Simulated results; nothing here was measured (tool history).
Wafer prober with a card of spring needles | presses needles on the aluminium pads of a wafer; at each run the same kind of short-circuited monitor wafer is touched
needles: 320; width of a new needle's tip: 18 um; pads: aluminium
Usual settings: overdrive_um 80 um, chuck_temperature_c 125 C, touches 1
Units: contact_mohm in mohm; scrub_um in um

run	day	overdrive_um	chuck_temperature_c	touches	contact_mohm	scrub_um
1	0.000	80	125	1	250	18.36
# day 0.629: tips cleaned on abrasive film
# day 1.254: tips cleaned on abrasive film
# day 1.883: tips cleaned on abrasive film
2	1.946	80	80	1	237	18.40
# day 2.450: tips cleaned on abrasive film
# day 3.075: tips cleaned on abrasive film
# day 3.579: tips cleaned on abrasive film
# day 4.208: tips cleaned on abrasive film
3	4.650	80	59	1	230	18.44
# day 4.779: tips cleaned on abrasive film
# day 5.404: tips cleaned on abrasive film
# day 6.029: tips cleaned on abrasive film
# day 6.533: tips cleaned on abrasive film
# day 7.158: tips cleaned on abrasive film
4	7.304	80	125	1	245	18.22
# day 7.683: tips cleaned on abrasive film
# day 8.308: tips cleaned on abrasive film
# day 8.571: height of the first contact set anew
# day 8.825: tips cleaned on abrasive film
# day 9.450: tips cleaned on abrasive film
# day 10.079: tips cleaned on abrasive film
5	10.183	80	125	1	247	18.17
# day 10.688: tips cleaned on abrasive film
# day 11.317: tips cleaned on abrasive film
# day 11.817: tips cleaned on abrasive film
# day 12.446: tips cleaned on abrasive film
6	12.488	80	125	1	249	18.19
# day 12.979: tips cleaned on abrasive film
# day 13.608: tips cleaned on abrasive film
# day 14.183: tips cleaned on abrasive film
7	14.183	80	125	1	246	18.24
# day 14.808: tips cleaned on abrasive film
# day 15.438: tips cleaned on abrasive film
8	15.671	68	125	1	255	15.55
# day 16.046: tips cleaned on abrasive film
# day 16.675: tips cleaned on abrasive film
# day 17.296: tips cleaned on abrasive film
9	17.312	68	125	1	252	15.46
# day 17.817: tips cleaned on abrasive film
# day 18.442: tips cleaned on abrasive film
# day 19.071: tips cleaned on abrasive film
# day 19.696: tips cleaned on abrasive film
10	20.117	80	118	1	246	18.09
# day 20.246: tips cleaned on abrasive film
# day 20.875: tips cleaned on abrasive film
# day 21.379: tips cleaned on abrasive film
# day 22.004: tips cleaned on abrasive film
11	22.204	80	125	1	246	18.18
# day 22.579: tips cleaned on abrasive film
# day 23.208: tips cleaned on abrasive film
# day 23.742: tips cleaned on abrasive film
12	23.742	80	125	1	244	18.15
# day 24.246: tips cleaned on abrasive film
# day 24.875: tips cleaned on abrasive film
# day 25.496: tips cleaned on abrasive film
13	25.500	80	125	1	244	18.13
# day 26.121: tips cleaned on abrasive film
# day 26.746: tips cleaned on abrasive film
# day 27.371: tips cleaned on abrasive film
# day 27.992: tips cleaned on abrasive film
14	28.046	80	125	1	246	17.96
# day 28.542: tips cleaned on abrasive film
# day 29.171: tips cleaned on abrasive film
15	29.267	63	113	1	252	14.16
# day 29.771: tips cleaned on abrasive film
# day 30.392: tips cleaned on abrasive film
# day 31.017: tips cleaned on abrasive film
# day 31.646: tips cleaned on abrasive film
16	31.867	97	52	1	228	22.00
# day 32.246: tips cleaned on abrasive film
# day 32.867: tips cleaned on abrasive film
# day 33.488: tips cleaned on abrasive film
17	33.971	94	25	2	219	21.11
# day 34.100: tips cleaned on abrasive film
# day 34.604: tips cleaned on abrasive film
# day 35.233: tips cleaned on abrasive film
18	35.467	94	25	2	223	21.24
# day 35.842: tips cleaned on abrasive film
# day 36.346: tips cleaned on abrasive film
# day 36.358: height of the first contact set anew
# day 36.988: tips cleaned on abrasive film
# day 37.488: tips cleaned on abrasive film
# day 38.108: tips cleaned on abrasive film
19	38.325	94	25	2	222	21.08
# day 38.704: tips cleaned on abrasive film
# day 39.321: tips cleaned on abrasive film
# day 39.950: tips cleaned on abrasive film
# day 40.450: tips cleaned on abrasive film
# day 41.079: tips cleaned on abrasive film
20	41.125	80	39	3	227	18.12
# day 41.629: tips cleaned on abrasive film
# day 42.254: tips cleaned on abrasive film
# day 42.758: tips cleaned on abrasive film
# day 43.383: tips cleaned on abrasive film
21	43.525	80	39	3	229	17.95
# day 43.904: tips cleaned on abrasive film
# day 44.529: tips cleaned on abrasive film
# day 45.158: tips cleaned on abrasive film
# day 45.788: tips cleaned on abrasive film
22	45.975	80	39	3	226	17.92
# day 46.350: tips cleaned on abrasive film
# day 46.975: tips cleaned on abrasive film
# day 47.554: tips cleaned on abrasive film
23	47.554	65	69	3	235	14.49
# day 48.058: tips cleaned on abrasive film
# day 48.429: gauge calibrated
# day 48.675: tips cleaned on abrasive film
# day 49.304: tips cleaned on abrasive film
24	49.692	65	75	2	237	14.92
# day 49.821: tips cleaned on abrasive film
# day 50.438: tips cleaned on abrasive film
# day 51.067: tips cleaned on abrasive film
# day 51.696: tips cleaned on abrasive film
25	51.896	76	125	1	245	17.43
# day 52.275: tips cleaned on abrasive film
# day 52.900: tips cleaned on abrasive film
# day 53.521: tips cleaned on abrasive film
# day 54.150: tips cleaned on abrasive film
26	54.292	86	51	2	227	19.73

Forecast each of these 4 alternatives for the next run:
# day 54.667: tips cleaned on abrasive film
# day 55.171: tips cleaned on abrasive film
# day 55.800: tips cleaned on abrasive film
# day 56.425: tips cleaned on abrasive film
A	56.612	86	51	2	?	?
# day 54.667: tips cleaned on abrasive film
# day 55.171: tips cleaned on abrasive film
# day 55.800: tips cleaned on abrasive film
# day 56.425: tips cleaned on abrasive film
B	56.612	89	30	1	?	?
# day 54.667: tips cleaned on abrasive film
# day 55.171: tips cleaned on abrasive film
# day 55.800: tips cleaned on abrasive film
# day 56.425: tips cleaned on abrasive film
C	56.612	74	49	2	?	?
# day 54.667: tips cleaned on abrasive film
# day 55.171: tips cleaned on abrasive film
# day 55.800: tips cleaned on abrasive film
# day 56.425: tips cleaned on abrasive film
D	56.612	79	125	2	?	?

run	contact_mohm	scrub_um
A	228	19.71
B	225	20.37
C	231	17.02
D	250	18.15
Without the tool's hidden state the same runs would have given:
run	contact_mohm	scrub_um
A	228	19.83
B	224	20.49
C	231	17.13
D	249	18.26

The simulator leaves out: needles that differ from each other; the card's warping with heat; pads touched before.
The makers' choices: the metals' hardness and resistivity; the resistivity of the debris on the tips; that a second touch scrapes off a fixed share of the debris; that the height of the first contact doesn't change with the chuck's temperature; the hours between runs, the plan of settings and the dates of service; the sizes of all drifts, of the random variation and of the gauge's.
